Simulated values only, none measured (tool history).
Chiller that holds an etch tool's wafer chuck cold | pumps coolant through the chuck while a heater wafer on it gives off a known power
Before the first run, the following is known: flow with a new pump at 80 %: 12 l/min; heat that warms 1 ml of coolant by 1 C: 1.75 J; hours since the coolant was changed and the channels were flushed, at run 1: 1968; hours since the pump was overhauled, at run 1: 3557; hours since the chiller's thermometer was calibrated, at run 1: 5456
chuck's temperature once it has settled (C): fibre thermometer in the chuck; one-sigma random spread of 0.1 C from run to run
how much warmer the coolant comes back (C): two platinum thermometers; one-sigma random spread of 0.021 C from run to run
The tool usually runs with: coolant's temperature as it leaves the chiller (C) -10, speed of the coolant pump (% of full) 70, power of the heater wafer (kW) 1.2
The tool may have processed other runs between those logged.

run,hour,coolant's temperature as it leaves the chiller (C),speed of the coolant pump (% of full),power of the heater wafer (kW),hours since the coolant was changed and the channels were flushed,hours since the pump was overhauled,hours since the chiller's thermometer was calibrated,chuck's temperature once it has settled (C),how much warmer the coolant comes back (C)
1,0,-10,70,1.2,1968,3557,5456,2.2,4.22
2,58,-10,70,1.2,2026,3615,5514,2.2,4.21
3,122.9,-10,70,1.2,2091,3680,5579,2.2,4.19
4,237,-10,70,1.2,2205,3794,5693,2.3,4.13
# hour 244.7: chiller's thermometer calibrated
# hour 256.8: coolant pump overhauled
5,351.6,-10,70,1.2,2314,95,102,2.8,3.94
6,430.3,-10,70,1.2,2393,173,181,2.8,3.98
7,527.9,-10,70,0.829,2490,271,278,-1.3,2.74
8,645.7,-10,70,0.829,2608,389,396,-1.2,2.76
9,787.3,-15,70,0.829,2750,530,538,-6.4,2.75
10,874.4,-4,70,1.2,2837,618,625,8.9,4
11,984.9,-4,70,1.2,2947,728,735,9.1,4.02
12,1063.2,-4,70,1.2,3026,806,813,9.1,4.02
13,1171.3,-4,70,1.2,3134,915,922,9.1,4.05
14,1307.6,-4,70,1.2,3270,1051,1058,9.4,4.04
15,1438.7,-10,70,1.041,3401,1182,1189,1.5,3.52
16,1525.8,-14,64,0.698,3488,1269,1276,-5.8,2.58
17,1649.8,-9,64,0.98,3612,1393,1400,3,3.65
18,1791.7,-8,79,0.711,3754,1535,1542,-0.9,2.16
19,1903.9,-10,68,1.509,3866,1647,1654,7.4,5.26
20,1987.2,-10,68,1.509,3950,1730,1737,7.9,5.3
21,2113,-10,97,1.359,4075,1856,1863,2.5,3.25

Run 22 has not been measured yet. What should we expect?
22,2231.7,-18,97,1.204,4194,1975,1982,?,?

chuck's temperature once it has settled (C): -7
how much warmer the coolant comes back (C): 2.91
Were there no unlogged condition in the tool, this run, its random variation unchanged, would have produced chuck's temperature once it has settled (C) -9, how much warmer the coolant comes back (C) 2.8.
